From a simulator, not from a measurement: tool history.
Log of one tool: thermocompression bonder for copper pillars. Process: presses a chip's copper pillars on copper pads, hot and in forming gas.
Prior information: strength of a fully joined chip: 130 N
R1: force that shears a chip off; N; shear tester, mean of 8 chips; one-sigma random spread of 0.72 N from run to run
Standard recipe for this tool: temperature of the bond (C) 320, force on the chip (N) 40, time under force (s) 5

run 1 hour=0 | temperature_of_the_bond_(C)=320 force_on_the_chip_(N)=40 time_under_force_(s)=5 | R1=71.4
-- hour=6.4 forming gas filter changed
run 2 hour=24.6 | temperature_of_the_bond_(C)=320 force_on_the_chip_(N)=40 time_under_force_(s)=6 | R1=84.4
run 3 hour=48.8 | temperature_of_the_bond_(C)=349 force_on_the_chip_(N)=40 time_under_force_(s)=6 | R1=100.6
run 4 hour=79.7 | temperature_of_the_bond_(C)=320 force_on_the_chip_(N)=40 time_under_force_(s)=3 | R1=67
run 5 hour=106.8 | temperature_of_the_bond_(C)=320 force_on_the_chip_(N)=40 time_under_force_(s)=3 | R1=65.7
run 6 hour=133.1 | temperature_of_the_bond_(C)=320 force_on_the_chip_(N)=40 time_under_force_(s)=3 | R1=65.9
run 7 hour=184.6 | temperature_of_the_bond_(C)=320 force_on_the_chip_(N)=25 time_under_force_(s)=5 | R1=58.1
run 8 hour=222.2 | temperature_of_the_bond_(C)=320 force_on_the_chip_(N)=53 time_under_force_(s)=5 | R1=88
run 9 hour=262.8 | temperature_of_the_bond_(C)=320 force_on_the_chip_(N)=53 time_under_force_(s)=5 | R1=86.1
run 10 hour=283.8 | temperature_of_the_bond_(C)=320 force_on_the_chip_(N)=53 time_under_force_(s)=5 | R1=86.2
run 11 hour=312.9 | temperature_of_the_bond_(C)=320 force_on_the_chip_(N)=40 time_under_force_(s)=5 | R1=73.1
run 12 hour=335.8 | temperature_of_the_bond_(C)=320 force_on_the_chip_(N)=40 time_under_force_(s)=5 | R1=72
run 13 hour=363.6 | temperature_of_the_bond_(C)=320 force_on_the_chip_(N)=40 time_under_force_(s)=5 | R1=72.1
run 14 hour=414 | temperature_of_the_bond_(C)=320 force_on_the_chip_(N)=40 time_under_force_(s)=4 | R1=67.4
run 15 hour=438.4 | temperature_of_the_bond_(C)=320 force_on_the_chip_(N)=40 time_under_force_(s)=4 | R1=65.4
-- hour=443.9 force cell calibrated
run 16 hour=467.9 | temperature_of_the_bond_(C)=320 force_on_the_chip_(N)=40 time_under_force_(s)=4 | R1=65.4
run 17 hour=494.3 | temperature_of_the_bond_(C)=320 force_on_the_chip_(N)=40 time_under_force_(s)=5 | R1=70.2
-- hour=522.9 forming gas filter changed
run 18 hour=533.2 | temperature_of_the_bond_(C)=320 force_on_the_chip_(N)=40 time_under_force_(s)=5 | R1=75.7
run 19 hour=561.9 | temperature_of_the_bond_(C)=320 force_on_the_chip_(N)=26 time_under_force_(s)=5 | R1=57.1
-- hour=570.4 force cell calibrated, once more
run 20 hour=591.4 | temperature_of_the_bond_(C)=320 force_on_the_chip_(N)=26 time_under_force_(s)=5 | R1=59.1
run 21 hour=629.9 | temperature_of_the_bond_(C)=310 force_on_the_chip_(N)=47 time_under_force_(s)=8 | R1=88.1
run 22 hour=680.7 | temperature_of_the_bond_(C)=332 force_on_the_chip_(N)=40 time_under_force_(s)=5 | R1=82.4
run 23 hour=710.3 | temperature_of_the_bond_(C)=332 force_on_the_chip_(N)=40 time_under_force_(s)=5 | R1=81.9
run 24 hour=760.2 | temperature_of_the_bond_(C)=332 force_on_the_chip_(N)=40 time_under_force_(s)=5 | R1=81.5
run 25 hour=791.3 | temperature_of_the_bond_(C)=306 force_on_the_chip_(N)=51 time_under_force_(s)=7 | R1=82.3
run 26 hour=816.8 | temperature_of_the_bond_(C)=320 force_on_the_chip_(N)=51 time_under_force_(s)=7 | R1=89.3
run 27 hour=853.2 | temperature_of_the_bond_(C)=293 force_on_the_chip_(N)=51 time_under_force_(s)=7 | R1=73
run 28 hour=901.6 | temperature_of_the_bond_(C)=293 force_on_the_chip_(N)=51 time_under_force_(s)=7 | R1=72.2
run 29 hour=940.3 | temperature_of_the_bond_(C)=293 force_on_the_chip_(N)=38 time_under_force_(s)=7 | R1=58.1
run 30 hour=970 | temperature_of_the_bond_(C)=321 force_on_the_chip_(N)=40 time_under_force_(s)=4 | R1=65.8
run 31 hour=1016.1 | temperature_of_the_bond_(C)=321 force_on_the_chip_(N)=40 time_under_force_(s)=4 | R1=63.7
-- hour=1039.9 forming gas filter changed
run 32 hour=1048.2 | temperature_of_the_bond_(C)=321 force_on_the_chip_(N)=40 time_under_force_(s)=4 | R1=70.1
run 33 hour=1089.1 | temperature_of_the_bond_(C)=321 force_on_the_chip_(N)=40 time_under_force_(s)=4 | R1=69.8
run 34 hour=1127.3 | temperature_of_the_bond_(C)=321 force_on_the_chip_(N)=40 time_under_force_(s)=4 | R1=70.6
run 35 hour=1150.9 | temperature_of_the_bond_(C)=333 force_on_the_chip_(N)=30 time_under_force_(s)=5 | R1=68.4
run 36 hour=1198.3 | temperature_of_the_bond_(C)=307 force_on_the_chip_(N)=40 time_under_force_(s)=3 | R1=53.6
run 37 hour=1245.8 | temperature_of_the_bond_(C)=307 force_on_the_chip_(N)=40 time_under_force_(s)=3 | R1=52.2
run 38 hour=1280.8 | temperature_of_the_bond_(C)=307 force_on_the_chip_(N)=40 time_under_force_(s)=3 | R1=52
run 39 hour=1311.8 | temperature_of_the_bond_(C)=307 force_on_the_chip_(N)=42 time_under_force_(s)=15 | R1=89.4
run 40 hour=1335.7 | temperature_of_the_bond_(C)=303 force_on_the_chip_(N)=44 time_under_force_(s)=5 | R1=63.6

Alternative continuations, all from the tool just after run 40; predict every row:
run A hour=1383.5 | temperature_of_the_bond_(C)=312 force_on_the_chip_(N)=44 time_under_force_(s)=5 | R1=?
run B hour=1383.5 | temperature_of_the_bond_(C)=313 force_on_the_chip_(N)=39 time_under_force_(s)=9 | R1=?
run C hour=1383.5 | temperature_of_the_bond_(C)=303 force_on_the_chip_(N)=47 time_under_force_(s)=4 | R1=?
run D hour=1383.5 | temperature_of_the_bond_(C)=320 force_on_the_chip_(N)=40 time_under_force_(s)=3 | R1=?

run=A R1=66.7
run=B R1=76.8
run=C R1=60
run=D R1=57.3
With the hidden condition removed and each run's random variation left untouched, the same runs would have given:
run=A R1=79.5
run=B R1=90.4
run=C R1=72.1
run=D R1=68.8
